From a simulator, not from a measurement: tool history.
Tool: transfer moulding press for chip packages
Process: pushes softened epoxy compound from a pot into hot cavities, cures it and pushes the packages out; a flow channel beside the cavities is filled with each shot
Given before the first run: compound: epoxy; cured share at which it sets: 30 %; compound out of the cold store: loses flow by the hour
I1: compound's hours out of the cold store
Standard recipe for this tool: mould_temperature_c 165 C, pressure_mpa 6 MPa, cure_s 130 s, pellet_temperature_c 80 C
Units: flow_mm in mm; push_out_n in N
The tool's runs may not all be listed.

run 1 hour=0 | mould_temperature_c=165 pressure_mpa=6 cure_s=130 pellet_temperature_c=80 | I1=42.6 | flow_mm=805 push_out_n=349
-- hour=49.3 cavities cleaned with cleaning compound and waxed
run 2 hour=62.5 | mould_temperature_c=165 pressure_mpa=6 cure_s=130 pellet_temperature_c=80 | I1=30.3 | flow_mm=834 push_out_n=373
-- hour=103.9 cavities cleaned with cleaning compound and waxed
run 3 hour=119.5 | mould_temperature_c=165 pressure_mpa=6 cure_s=130 pellet_temperature_c=80 | I1=19.3 | flow_mm=869 push_out_n=409
-- hour=124.5 mould's thermocouples calibrated
run 4 hour=147.8 | mould_temperature_c=165 pressure_mpa=6 cure_s=130 pellet_temperature_c=72 | I1=43.9 | flow_mm=787 push_out_n=511
-- hour=161.9 cavities cleaned with cleaning compound and waxed
run 5 hour=209.6 | mould_temperature_c=165 pressure_mpa=6 cure_s=130 pellet_temperature_c=72 | I1=25.9 | flow_mm=853 push_out_n=564
-- hour=218.3 cavities cleaned with cleaning compound and waxed
run 6 hour=263 | mould_temperature_c=165 pressure_mpa=5.05 cure_s=137 pellet_temperature_c=80 | I1=34.4 | flow_mm=743 push_out_n=508
-- hour=275.2 cavities cleaned with cleaning compound and waxed
run 7 hour=326.6 | mould_temperature_c=165 pressure_mpa=6 cure_s=112 pellet_temperature_c=82 | I1=8 | flow_mm=906 push_out_n=615
-- hour=333.6 cavities cleaned with cleaning compound and waxed
-- hour=353.7 plunger's sealing rings changed
-- hour=358.8 mould's thermocouples calibrated, once more
run 8 hour=389.3 | mould_temperature_c=164 pressure_mpa=6 cure_s=130 pellet_temperature_c=80 | I1=17 | flow_mm=919 push_out_n=534
-- hour=396.4 cavities cleaned with cleaning compound and waxed
run 9 hour=433 | mould_temperature_c=170 pressure_mpa=5.27 cure_s=130 pellet_temperature_c=80 | I1=13.6 | flow_mm=843 push_out_n=460
-- hour=452 cavities cleaned with cleaning compound and waxed
run 10 hour=463.8 | mould_temperature_c=167 pressure_mpa=6.9 cure_s=151 pellet_temperature_c=85 | I1=19.3 | flow_mm=946 push_out_n=368

Forecast each of these 4 alternatives for the next run:
-- hour=510.2 cavities cleaned with cleaning compound and waxed
run A hour=523.5 | mould_temperature_c=164 pressure_mpa=6.9 cure_s=151 pellet_temperature_c=71 | I1=14 | flow_mm=? push_out_n=?
-- hour=510.2 cavities cleaned with cleaning compound and waxed
run B hour=523.5 | mould_temperature_c=167 pressure_mpa=4.9 cure_s=151 pellet_temperature_c=71 | I1=46.7 | flow_mm=? push_out_n=?
-- hour=510.2 cavities cleaned with cleaning compound and waxed
run C hour=523.5 | mould_temperature_c=165 pressure_mpa=7.4 cure_s=130 pellet_temperature_c=80 | I1=16.6 | flow_mm=? push_out_n=?
-- hour=510.2 cavities cleaned with cleaning compound and waxed
run D hour=523.5 | mould_temperature_c=164 pressure_mpa=5.29 cure_s=130 pellet_temperature_c=80 | I1=23.7 | flow_mm=? push_out_n=?

run=A flow_mm=981 push_out_n=364
run=B flow_mm=716 push_out_n=369
run=C flow_mm=997 push_out_n=379
run=D flow_mm=826 push_out_n=409
With no hidden state in the tool, these same runs would have given:
run=A flow_mm=999 push_out_n=294
run=B flow_mm=729 push_out_n=300
run=C flow_mm=1015 push_out_n=308
run=D flow_mm=841 push_out_n=333

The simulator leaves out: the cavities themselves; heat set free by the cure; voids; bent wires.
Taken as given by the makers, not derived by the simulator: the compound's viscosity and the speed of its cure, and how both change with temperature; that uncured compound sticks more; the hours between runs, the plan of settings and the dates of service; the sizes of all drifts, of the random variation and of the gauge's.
